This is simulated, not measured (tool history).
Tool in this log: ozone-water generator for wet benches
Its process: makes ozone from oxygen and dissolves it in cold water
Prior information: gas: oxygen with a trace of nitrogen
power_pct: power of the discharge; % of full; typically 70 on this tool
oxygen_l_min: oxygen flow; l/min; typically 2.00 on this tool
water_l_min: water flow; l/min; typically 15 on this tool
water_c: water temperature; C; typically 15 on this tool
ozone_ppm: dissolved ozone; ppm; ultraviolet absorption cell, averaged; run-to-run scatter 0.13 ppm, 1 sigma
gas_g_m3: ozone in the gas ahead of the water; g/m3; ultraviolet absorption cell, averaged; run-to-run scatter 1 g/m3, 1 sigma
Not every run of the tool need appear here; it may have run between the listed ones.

{"run": 1, "hour": 0.0, "power_pct": 70, "oxygen_l_min": 2.0, "water_l_min": 15, "water_c": 15, "ozone_ppm": 13.2, "gas_g_m3": 178.8}
{"run": 2, "hour": 35.5, "power_pct": 70, "oxygen_l_min": 2.0, "water_l_min": 15, "water_c": 15, "ozone_ppm": 13.3, "gas_g_m3": 179.0}
{"run": 3, "hour": 81.8, "power_pct": 70, "oxygen_l_min": 3.33, "water_l_min": 15, "water_c": 15, "ozone_ppm": 15.3, "gas_g_m3": 144.5}
{"run": 4, "hour": 111.7, "power_pct": 70, "oxygen_l_min": 3.33, "water_l_min": 15, "water_c": 15, "ozone_ppm": 15.0, "gas_g_m3": 144.7}
{"run": 5, "hour": 176.7, "power_pct": 70, "oxygen_l_min": 3.33, "water_l_min": 15, "water_c": 15, "ozone_ppm": 15.1, "gas_g_m3": 144.5}
{"run": 6, "hour": 225.6, "power_pct": 70, "oxygen_l_min": 3.33, "water_l_min": 15, "water_c": 15, "ozone_ppm": 15.0, "gas_g_m3": 143.3}
{"run": 7, "hour": 260.5, "power_pct": 70, "oxygen_l_min": 2.0, "water_l_min": 15, "water_c": 15, "ozone_ppm": 13.0, "gas_g_m3": 178.0}
{"run": 8, "hour": 331.4, "power_pct": 70, "oxygen_l_min": 2.0, "water_l_min": 10, "water_c": 15, "ozone_ppm": 19.6, "gas_g_m3": 175.8}
{"run": 9, "hour": 368.9, "power_pct": 70, "oxygen_l_min": 2.0, "water_l_min": 10, "water_c": 15, "ozone_ppm": 19.6, "gas_g_m3": 178.0}
{"run": 10, "hour": 421.9, "power_pct": 70, "oxygen_l_min": 2.0, "water_l_min": 15, "water_c": 15, "ozone_ppm": 13.3, "gas_g_m3": 177.7}
{"run": 11, "hour": 479.6, "power_pct": 70, "oxygen_l_min": 2.0, "water_l_min": 15, "water_c": 15, "ozone_ppm": 13.0, "gas_g_m3": 177.3}
{"run": 12, "hour": 543.1, "power_pct": 70, "oxygen_l_min": 2.0, "water_l_min": 15, "water_c": 15, "ozone_ppm": 13.1, "gas_g_m3": 176.3}
{"run": 13, "hour": 578.7, "power_pct": 70, "oxygen_l_min": 2.0, "water_l_min": 15, "water_c": 15, "ozone_ppm": 13.3, "gas_g_m3": 177.0}
{"run": 14, "hour": 626.5, "power_pct": 70, "oxygen_l_min": 2.0, "water_l_min": 12, "water_c": 15, "ozone_ppm": 16.6, "gas_g_m3": 176.5}
{"run": 15, "hour": 697.9, "power_pct": 70, "oxygen_l_min": 2.0, "water_l_min": 12, "water_c": 15, "ozone_ppm": 16.3, "gas_g_m3": 177.4}
{"run": 16, "hour": 727.3, "power_pct": 70, "oxygen_l_min": 2.0, "water_l_min": 12, "water_c": 15, "ozone_ppm": 16.2, "gas_g_m3": 175.4}
{"run": 17, "hour": 784.9, "power_pct": 70, "oxygen_l_min": 2.0, "water_l_min": 12, "water_c": 15, "ozone_ppm": 16.4, "gas_g_m3": 176.5}
{"run": 18, "hour": 818.6, "power_pct": 66, "oxygen_l_min": 2.0, "water_l_min": 17, "water_c": 17, "ozone_ppm": 10.8, "gas_g_m3": 166.7}
{"run": 19, "hour": 883.6, "power_pct": 75, "oxygen_l_min": 1.65, "water_l_min": 10, "water_c": 20, "ozone_ppm": 18.6, "gas_g_m3": 199.4}
{"run": 20, "hour": 950.3, "power_pct": 75, "oxygen_l_min": 1.65, "water_l_min": 10, "water_c": 20, "ozone_ppm": 18.1, "gas_g_m3": 201.9}
{"run": 21, "hour": 1018.5, "power_pct": 77, "oxygen_l_min": 1.65, "water_l_min": 13, "water_c": 20, "ozone_ppm": 14.8, "gas_g_m3": 206.6}
{"run": 22, "hour": 1087.0, "power_pct": 43, "oxygen_l_min": 1.65, "water_l_min": 13, "water_c": 20, "ozone_ppm": 9.0, "gas_g_m3": 124.8}
{"run": 23, "hour": 1154.8, "power_pct": 43, "oxygen_l_min": 1.65, "water_l_min": 13, "water_c": 20, "ozone_ppm": 9.0, "gas_g_m3": 124.9}
{"run": 24, "hour": 1194.7, "power_pct": 71, "oxygen_l_min": 1.65, "water_l_min": 9, "water_c": 20, "ozone_ppm": 19.0, "gas_g_m3": 191.2}
{"run": 25, "hour": 1240.2, "power_pct": 93, "oxygen_l_min": 1.65, "water_l_min": 9, "water_c": 17, "ozone_ppm": 24.3, "gas_g_m3": 237.5}
{"run": 26, "hour": 1309.4, "power_pct": 90, "oxygen_l_min": 1.32, "water_l_min": 18, "water_c": 17, "ozone_ppm": 11.3, "gas_g_m3": 255.9}
{"hour": 1331.0, "done": "water thermometer calibrated"}
{"run": 27, "hour": 1357.8, "power_pct": 70, "oxygen_l_min": 2.99, "water_l_min": 17, "water_c": 15, "ozone_ppm": 12.8, "gas_g_m3": 145.9}
{"run": 28, "hour": 1402.9, "power_pct": 61, "oxygen_l_min": 2.99, "water_l_min": 17, "water_c": 10, "ozone_ppm": 12.0, "gas_g_m3": 131.1}
{"run": 29, "hour": 1466.8, "power_pct": 61, "oxygen_l_min": 2.99, "water_l_min": 17, "water_c": 10, "ozone_ppm": 12.1, "gas_g_m3": 129.7}
{"run": 30, "hour": 1509.4, "power_pct": 54, "oxygen_l_min": 2.49, "water_l_min": 17, "water_c": 10, "ozone_ppm": 10.3, "gas_g_m3": 126.6}
{"run": 31, "hour": 1553.6, "power_pct": 54, "oxygen_l_min": 2.49, "water_l_min": 17, "water_c": 7, "ozone_ppm": 10.5, "gas_g_m3": 127.4}
{"run": 32, "hour": 1584.4, "power_pct": 90, "oxygen_l_min": 2.0, "water_l_min": 15, "water_c": 15, "ozone_ppm": 15.8, "gas_g_m3": 212.8}
{"run": 33, "hour": 1645.2, "power_pct": 65, "oxygen_l_min": 1.2, "water_l_min": 12, "water_c": 20, "ozone_ppm": 12.5, "gas_g_m3": 201.9}

What if the next run were any one of these 3? Each begins from the tool's condition after run 33:
{"run": "A", "hour": 1715.2, "power_pct": 70, "oxygen_l_min": 1.33, "water_l_min": 10, "water_c": 12, "ozone_ppm": "?", "gas_g_m3": "?"}
{"run": "B", "hour": 1715.2, "power_pct": 56, "oxygen_l_min": 1.2, "water_l_min": 14, "water_c": 17, "ozone_ppm": "?", "gas_g_m3": "?"}
{"run": "C", "hour": 1715.2, "power_pct": 43, "oxygen_l_min": 2.0, "water_l_min": 13, "water_c": 15, "ozone_ppm": "?", "gas_g_m3": "?"}

run=A ozone_ppm=17.0 gas_g_m3=204.2
run=B ozone_ppm=9.5 gas_g_m3=176.8
run=C ozone_ppm=10.1 gas_g_m3=114.2
With no hidden state in the tool, these same runs would have given:
run=A ozone_ppm=18.6 gas_g_m3=216.7
run=B ozone_ppm=10.3 gas_g_m3=185.4
run=C ozone_ppm=10.8 gas_g_m3=118.2
